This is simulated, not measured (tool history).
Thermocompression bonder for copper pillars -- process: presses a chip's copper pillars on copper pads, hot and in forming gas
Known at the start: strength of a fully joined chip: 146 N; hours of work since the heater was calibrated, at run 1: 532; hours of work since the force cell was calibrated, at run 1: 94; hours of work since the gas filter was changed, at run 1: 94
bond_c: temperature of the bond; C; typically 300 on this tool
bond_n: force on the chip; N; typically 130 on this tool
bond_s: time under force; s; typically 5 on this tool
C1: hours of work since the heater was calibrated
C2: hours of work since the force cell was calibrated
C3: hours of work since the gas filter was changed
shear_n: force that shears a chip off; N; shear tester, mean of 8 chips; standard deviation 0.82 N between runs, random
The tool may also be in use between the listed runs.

{"run": 1, "hour": 0.0, "bond_c": 300, "bond_n": 130, "bond_s": 5, "C1": 532, "C2": 94, "C3": 94, "shear_n": 59.1}
{"hour": 5.9, "done": "heater calibrated with a thermocouple chip"}
{"run": 2, "hour": 17.6, "bond_c": 300, "bond_n": 130, "bond_s": 5, "C1": 6, "C2": 102, "C3": 102, "shear_n": 57.8}
{"run": 3, "hour": 49.5, "bond_c": 300, "bond_n": 130, "bond_s": 3, "C1": 21, "C2": 117, "C3": 117, "shear_n": 47.8}
{"hour": 68.0, "done": "heater calibrated with a thermocouple chip, once more"}
{"run": 4, "hour": 82.5, "bond_c": 300, "bond_n": 124, "bond_s": 5, "C1": 7, "C2": 132, "C3": 132, "shear_n": 60.7}
{"run": 5, "hour": 101.5, "bond_c": 300, "bond_n": 130, "bond_s": 14, "C1": 16, "C2": 141, "C3": 141, "shear_n": 87.3}
{"run": 6, "hour": 126.4, "bond_c": 300, "bond_n": 130, "bond_s": 14, "C1": 28, "C2": 153, "C3": 153, "shear_n": 88.2}
{"run": 7, "hour": 142.2, "bond_c": 300, "bond_n": 130, "bond_s": 14, "C1": 36, "C2": 161, "C3": 161, "shear_n": 87.9}
{"run": 8, "hour": 156.6, "bond_c": 300, "bond_n": 130, "bond_s": 9, "C1": 43, "C2": 168, "C3": 168, "shear_n": 76.3}
{"run": 9, "hour": 187.6, "bond_c": 300, "bond_n": 130, "bond_s": 5, "C1": 58, "C2": 183, "C3": 183, "shear_n": 61.4}
{"run": 10, "hour": 211.3, "bond_c": 300, "bond_n": 130, "bond_s": 5, "C1": 69, "C2": 194, "C3": 194, "shear_n": 60.6}
{"run": 11, "hour": 235.7, "bond_c": 300, "bond_n": 130, "bond_s": 5, "C1": 81, "C2": 206, "C3": 206, "shear_n": 61.9}
{"run": 12, "hour": 251.3, "bond_c": 300, "bond_n": 130, "bond_s": 5, "C1": 88, "C2": 213, "C3": 213, "shear_n": 60.1}
{"run": 13, "hour": 275.3, "bond_c": 298, "bond_n": 130, "bond_s": 5, "C1": 100, "C2": 225, "C3": 225, "shear_n": 61}
{"run": 14, "hour": 293.1, "bond_c": 298, "bond_n": 130, "bond_s": 3, "C1": 108, "C2": 233, "C3": 233, "shear_n": 48.9}
{"run": 15, "hour": 309.5, "bond_c": 300, "bond_n": 130, "bond_s": 3, "C1": 116, "C2": 241, "C3": 241, "shear_n": 49.9}
{"run": 16, "hour": 324.6, "bond_c": 300, "bond_n": 130, "bond_s": 5, "C1": 124, "C2": 249, "C3": 249, "shear_n": 60.5}
{"run": 17, "hour": 344.9, "bond_c": 300, "bond_n": 130, "bond_s": 5, "C1": 133, "C2": 258, "C3": 258, "shear_n": 59.3}
{"run": 18, "hour": 369.0, "bond_c": 278, "bond_n": 130, "bond_s": 5, "C1": 145, "C2": 270, "C3": 270, "shear_n": 48.8}
{"run": 19, "hour": 394.7, "bond_c": 300, "bond_n": 130, "bond_s": 3, "C1": 157, "C2": 282, "C3": 282, "shear_n": 48.1}
{"run": 20, "hour": 410.2, "bond_c": 300, "bond_n": 81, "bond_s": 5, "C1": 165, "C2": 290, "C3": 290, "shear_n": 44.4}
{"run": 21, "hour": 434.8, "bond_c": 300, "bond_n": 81, "bond_s": 5, "C1": 177, "C2": 302, "C3": 302, "shear_n": 44.9}
{"run": 22, "hour": 456.9, "bond_c": 300, "bond_n": 134, "bond_s": 4, "C1": 187, "C2": 312, "C3": 312, "shear_n": 55.1}

Expected results for the next run?
{"run": 23, "hour": 473.8, "bond_c": 300, "bond_n": 134, "bond_s": 4, "C1": 195, "C2": 320, "C3": 320, "shear_n": "?"}

shear_n: 56.3 N
Without the tool's hidden state the same run would have given shear_n 62.5 N.
